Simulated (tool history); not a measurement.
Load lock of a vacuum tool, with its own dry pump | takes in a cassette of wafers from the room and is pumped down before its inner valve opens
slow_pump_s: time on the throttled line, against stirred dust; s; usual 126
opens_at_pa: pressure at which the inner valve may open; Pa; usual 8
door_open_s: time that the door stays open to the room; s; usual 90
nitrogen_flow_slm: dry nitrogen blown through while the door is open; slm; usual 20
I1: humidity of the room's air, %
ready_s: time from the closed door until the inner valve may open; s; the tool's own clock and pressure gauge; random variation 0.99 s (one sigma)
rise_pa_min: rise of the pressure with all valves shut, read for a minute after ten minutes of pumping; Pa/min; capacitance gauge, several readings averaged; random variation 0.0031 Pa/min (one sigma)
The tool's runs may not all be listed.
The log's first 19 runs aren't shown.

{"run": 20, "day": 76.017, "slow_pump_s": 130, "opens_at_pa": 11, "door_open_s": 90, "nitrogen_flow_slm": 16, "I1": 44.1, "ready_s": 232, "rise_pa_min": 0.128}
{"run": 21, "day": 79.738, "slow_pump_s": 126, "opens_at_pa": 10, "door_open_s": 183, "nitrogen_flow_slm": 4, "I1": 44.8, "ready_s": 227.7, "rise_pa_min": 0.192}
{"run": 22, "day": 83.879, "slow_pump_s": 126, "opens_at_pa": 8, "door_open_s": 90, "nitrogen_flow_slm": 9, "I1": 45.6, "ready_s": 232.2, "rise_pa_min": 0.136}
{"run": 23, "day": 86.338, "slow_pump_s": 108, "opens_at_pa": 15, "door_open_s": 119, "nitrogen_flow_slm": 10, "I1": 45.5, "ready_s": 209, "rise_pa_min": 0.154}
{"run": 24, "day": 89.871, "slow_pump_s": 120, "opens_at_pa": 15, "door_open_s": 119, "nitrogen_flow_slm": 38, "I1": 45, "ready_s": 215.3, "rise_pa_min": 0.117}
{"run": 25, "day": 92.158, "slow_pump_s": 221, "opens_at_pa": 7, "door_open_s": 235, "nitrogen_flow_slm": 4, "I1": 45.3, "ready_s": 312.1, "rise_pa_min": 0.22}
{"run": 26, "day": 94.95, "slow_pump_s": 90, "opens_at_pa": 8, "door_open_s": 27, "nitrogen_flow_slm": 10, "I1": 48.3, "ready_s": 203.1, "rise_pa_min": 0.108}
{"run": 27, "day": 98.492, "slow_pump_s": 207, "opens_at_pa": 8, "door_open_s": 30, "nitrogen_flow_slm": 7, "I1": 41.7, "ready_s": 299.6, "rise_pa_min": 0.117}
{"run": 28, "day": 101.908, "slow_pump_s": 126, "opens_at_pa": 8, "door_open_s": 109, "nitrogen_flow_slm": 7, "I1": 45.1, "ready_s": 232.5, "rise_pa_min": 0.16}
{"run": 29, "day": 104.617, "slow_pump_s": 195, "opens_at_pa": 7, "door_open_s": 196, "nitrogen_flow_slm": 20, "I1": 44.3, "ready_s": 289.8, "rise_pa_min": 0.157}
{"run": 30, "day": 108.479, "slow_pump_s": 195, "opens_at_pa": 7, "door_open_s": 196, "nitrogen_flow_slm": 20, "I1": 43.1, "ready_s": 290.9, "rise_pa_min": 0.16}
{"run": 31, "day": 113.733, "slow_pump_s": 195, "opens_at_pa": 7, "door_open_s": 196, "nitrogen_flow_slm": 20, "I1": 47.9, "ready_s": 293.1, "rise_pa_min": 0.17}

3 ways to go on from here, each from the tool as it stands after run 31. What would each give?
{"run": "A", "day": 117.796, "slow_pump_s": 133, "opens_at_pa": 13, "door_open_s": 196, "nitrogen_flow_slm": 18, "I1": 42.8, "ready_s": "?", "rise_pa_min": "?"}
{"run": "B", "day": 117.796, "slow_pump_s": 118, "opens_at_pa": 7, "door_open_s": 196, "nitrogen_flow_slm": 20, "I1": 45.5, "ready_s": "?", "rise_pa_min": "?"}
{"run": "C", "day": 117.796, "slow_pump_s": 82, "opens_at_pa": 7, "door_open_s": 76, "nitrogen_flow_slm": 20, "I1": 45.6, "ready_s": "?", "rise_pa_min": "?"}

run=A ready_s=232.1 rise_pa_min=0.173
run=B ready_s=226.3 rise_pa_min=0.176
run=C ready_s=195.6 rise_pa_min=0.134
Without the tool's hidden state the same runs would have given:
run=A ready_s=227.5 rise_pa_min=0.096
run=B ready_s=221.3 rise_pa_min=0.098
run=C ready_s=190.4 rise_pa_min=0.058
